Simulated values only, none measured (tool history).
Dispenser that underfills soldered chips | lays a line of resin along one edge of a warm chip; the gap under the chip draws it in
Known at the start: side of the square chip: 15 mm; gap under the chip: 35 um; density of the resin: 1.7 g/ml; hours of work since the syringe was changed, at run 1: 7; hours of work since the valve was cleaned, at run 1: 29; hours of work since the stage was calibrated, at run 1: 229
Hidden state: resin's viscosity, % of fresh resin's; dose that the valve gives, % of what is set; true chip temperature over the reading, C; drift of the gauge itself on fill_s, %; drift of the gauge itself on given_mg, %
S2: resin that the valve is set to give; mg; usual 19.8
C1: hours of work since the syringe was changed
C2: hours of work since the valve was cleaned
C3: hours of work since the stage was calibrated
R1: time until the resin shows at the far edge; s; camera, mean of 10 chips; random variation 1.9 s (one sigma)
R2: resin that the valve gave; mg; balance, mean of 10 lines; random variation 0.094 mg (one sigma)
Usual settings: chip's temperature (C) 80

Run 1, day 0: usual settings; C1 7; C2 29; C3 229. Result: R1 322.9 s, R2 19.52 mg.
At day 0.196: new syringe of resin.
Run 2, day 0.196: usual settings; C1 0; C2 32; C3 232. Result: R1 199.9 s, R2 19.47 mg.
Run 3, day 0.392: usual settings but S2 18.4 mg; C1 4; C2 35; C3 236. Result: R1 258.4 s, R2 18.13 mg.
Run 4, day 0.588: usual settings but S2 21.3 mg; C1 7; C2 39; C3 239. Result: R1 329.5 s, R2 20.92 mg.
At day 0.792: new syringe of resin.
Run 5, day 0.904: usual settings but S2 21.3 mg; C1 2; C2 44; C3 245. Result: R1 229.4 s, R2 20.86 mg.
Run 6, day 1.075: usual settings but chip's temperature (C) 70; C1 5; C2 47; C3 248. Result: R1 451.6 s, R2 19.28 mg.
Run 7, day 1.317: usual settings; C1 9; C2 52; C3 252. Result: R1 395.8 s, R2 19.23 mg.
At day 1.362: new syringe of resin.
Run 8, day 1.642: usual settings; C1 5; C2 57; C3 258. Result: R1 284.9 s, R2 19.25 mg.
Run 9, day 1.858: usual settings; C1 9; C2 61; C3 262. Result: R1 380.1 s, R2 19.33 mg.
At day 1.929: new syringe of resin.
Run 10, day 2.146: usual settings but S2 19.3 mg; C1 4; C2 66; C3 267. Result: R1 267.5 s, R2 18.52 mg.
Run 11, day 2.338: usual settings but S2 19.3 mg; C1 7; C2 69; C3 270. Result: R1 349.3 s, R2 18.8 mg.
At day 2.517: new syringe of resin.
Run 12, day 2.642: usual settings but S2 19.3 mg; C1 2; C2 75; C3 275. Result: R1 243.4 s, R2 18.6 mg.
Run 13, day 2.942: usual settings but S2 17.1 mg; C1 8; C2 80; C3 280. Result: R1 375.2 s, R2 16.36 mg.
At day 3.1: new syringe of resin.
Run 14, day 3.196: usual settings but chip's temperature (C) 66, S2 19.6 mg; C1 2; C2 84; C3 285. Result: R1 424.5 s, R2 18.78 mg.
Run 15, day 3.508: usual settings but chip's temperature (C) 66, S2 19.6 mg; C1 7; C2 90; C3 290. Result: R1 644.8 s, R2 18.58 mg.
At day 3.671: new syringe of resin.
Run 16, day 3.758: usual settings but chip's temperature (C) 66, S2 19.6 mg; C1 2; C2 94; C3 295. Result: R1 409.5 s, R2 18.67 mg.
Run 17, day 3.975: usual settings but chip's temperature (C) 79, S2 23.8 mg; C1 5; C2 98; C3 298. Result: R1 303.3 s, R2 22.59 mg.
At day 4.246: new syringe of resin.
Run 18, day 4.296: usual settings but chip's temperature (C) 89, S2 18 mg; C1 1; C2 104; C3 304. Result: R1 151.5 s, R2 17.01 mg.
Run 19, day 4.512: usual settings but chip's temperature (C) 89, S2 18 mg; C1 5; C2 107; C3 308. Result: R1 206.3 s, R2 16.9 mg.
Run 20, day 4.792: usual settings but chip's temperature (C) 88, S2 17.8 mg; C1 10; C2 112; C3 313. Result: R1 313.3 s, R2 16.58 mg.
At day 4.829: new syringe of resin.
Run 21, day 5.046: usual settings but chip's temperature (C) 91, S2 23.2 mg; C1 4; C2 117; C3 317. Result: R1 170.3 s, R2 21.64 mg.
At day 5.404: dispensing valve cleaned and set on the balance.
At day 5.442: new syringe of resin.
Run 22, day 5.45: usual settings but chip's temperature (C) 90, S2 18.3 mg; C1 0; C2 1; C3 323. Result: R1 134 s, R2 18.17 mg.
Run 23, day 5.617: usual settings but chip's temperature (C) 90, S2 18.3 mg; C1 3; C2 4; C3 326. Result: R1 172.6 s, R2 18.36 mg.
At day 6.008: new syringe of resin.
Run 24, day 6.008: usual settings but chip's temperature (C) 82, S2 21.4 mg; C1 0; C2 10; C3 333. Result: R1 179.9 s, R2 21.34 mg.
Run 25, day 6.3: usual settings but chip's temperature (C) 92, S2 17.4 mg; C1 5; C2 16; C3 338. Result: R1 185.7 s, R2 17.29 mg.
At day 6.588: new syringe of resin.
Run 26, day 6.662: usual settings but chip's temperature (C) 92, S2 17.4 mg; C1 1; C2 22; C3 345. Result: R1 138.6 s, R2 17.09 mg.

Hidden state at the last listed run before each entry between runs and at the first one after, where it differs:
Between runs 1 and 2: new syringe of resin (day 0.196)
  resin's viscosity, % of fresh resin's: 167.2 -> 100; dose that the valve gives, % of what is set: 98.69 -> 98.5; true chip temperature over the reading, C: -0.92 -> -0.94
  measured less the result without the state, R1: +137.7 -> +8.2 s; R2: -0.26 -> -0.3 mg
Between runs 4 and 5: new syringe of resin (day 0.792)
  resin's viscosity, % of fresh resin's: 169 -> 116.5; dose that the valve gives, % of what is set: 98.07 -> 97.75; true chip temperature over the reading, C: -0.98 -> -1
  measured less the result without the state, R1: +142.8 -> +41 s; R2: -0.41 -> -0.48 mg
Between runs 7 and 8: new syringe of resin (day 1.362)
  resin's viscosity, % of fresh resin's: 202 -> 145.2; dose that the valve gives, % of what is set: 97.26 -> 96.93; true chip temperature over the reading, C: -1.04 -> -1.07
  measured less the result without the state, R1: +208.9 -> +98.3 s; R2: -0.54 -> -0.61 mg
Between runs 9 and 10: new syringe of resin (day 1.929)
  resin's viscosity, % of fresh resin's: 193.7 -> 135.7; dose that the valve gives, % of what is set: 96.7 -> 96.43; true chip temperature over the reading, C: -1.09 -> -1.12
  measured less the result without the state, R1: +193.9 -> +80.9 s; R2: -0.66 -> -0.69 mg
Between runs 11 and 12: new syringe of resin (day 2.517)
  resin's viscosity, % of fresh resin's: 175 -> 121.2; dose that the valve gives, % of what is set: 96.22 -> 95.9; true chip temperature over the reading, C: -1.13 -> -1.16
  measured less the result without the state, R1: +160.2 -> +53.7 s; R2: -0.73 -> -0.79 mg
Between runs 13 and 14: new syringe of resin (day 3.1)
  resin's viscosity, % of fresh resin's: 180.4 -> 115.9; dose that the valve gives, % of what is set: 95.58 -> 95.35; true chip temperature over the reading, C: -1.19 -> -1.21
  measured less the result without the state, R1: +180.4 -> +81.1 s; R2: -0.75 -> -0.92 mg
Between runs 15 and 16: new syringe of resin (day 3.671)
  resin's viscosity, % of fresh resin's: 175.4 -> 111.8; dose that the valve gives, % of what is set: 95.02 -> 94.78; true chip temperature over the reading, C: -1.24 -> -1.26
  measured less the result without the state, R1: +301 -> +67.4 s; R2: -0.98 -> -1.03 mg
Between runs 17 and 18: new syringe of resin (day 4.246)
  resin's viscosity, % of fresh resin's: 148.9 -> 107.6; dose that the valve gives, % of what is set: 94.55 -> 94.21; true chip temperature over the reading, C: -1.28 -> -1.31
  measured less the result without the state, R1: +111.1 -> +20.2 s; R2: -1.3 -> -1.05 mg
Between runs 20 and 21: new syringe of resin (day 4.829)
  resin's viscosity, % of fresh resin's: 208.4 -> 134.9; dose that the valve gives, % of what is set: 93.7 -> 93.45; true chip temperature over the reading, C: -1.36 -> -1.38
  measured less the result without the state, R1: +173.5 -> +51.6 s; R2: -1.12 -> -1.51 mg
Between runs 21 and 22: dispensing valve cleaned and set on the balance (day 5.404); new syringe of resin (day 5.442)
  resin's viscosity, % of fresh resin's: 134.9 -> 102.7; dose that the valve gives, % of what is set: 93.45 -> 99.94; true chip temperature over the reading, C: -1.38 -> -1.42
  measured less the result without the state, R1: +51.6 -> +10.6 s; R2: -1.51 -> -0.01 mg
Between runs 23 and 24: new syringe of resin (day 6.008)
  resin's viscosity, % of fresh resin's: 128 -> 98.1; dose that the valve gives, % of what is set: 99.78 -> 99.39; true chip temperature over the reading, C: -1.43 -> -1.47
  measured less the result without the state, R1: +45.4 -> +7.3 s; R2: -0.04 -> -0.13 mg
Between runs 25 and 26: new syringe of resin (day 6.588)
  resin's viscosity, % of fresh resin's: 144.8 -> 109.7; dose that the valve gives, % of what is set: 99.07 -> 98.72; true chip temperature over the reading, C: -1.5 -> -1.53
  measured less the result without the state, R1: +65.1 -> +20.1 s; R2: -0.16 -> -0.23 mg
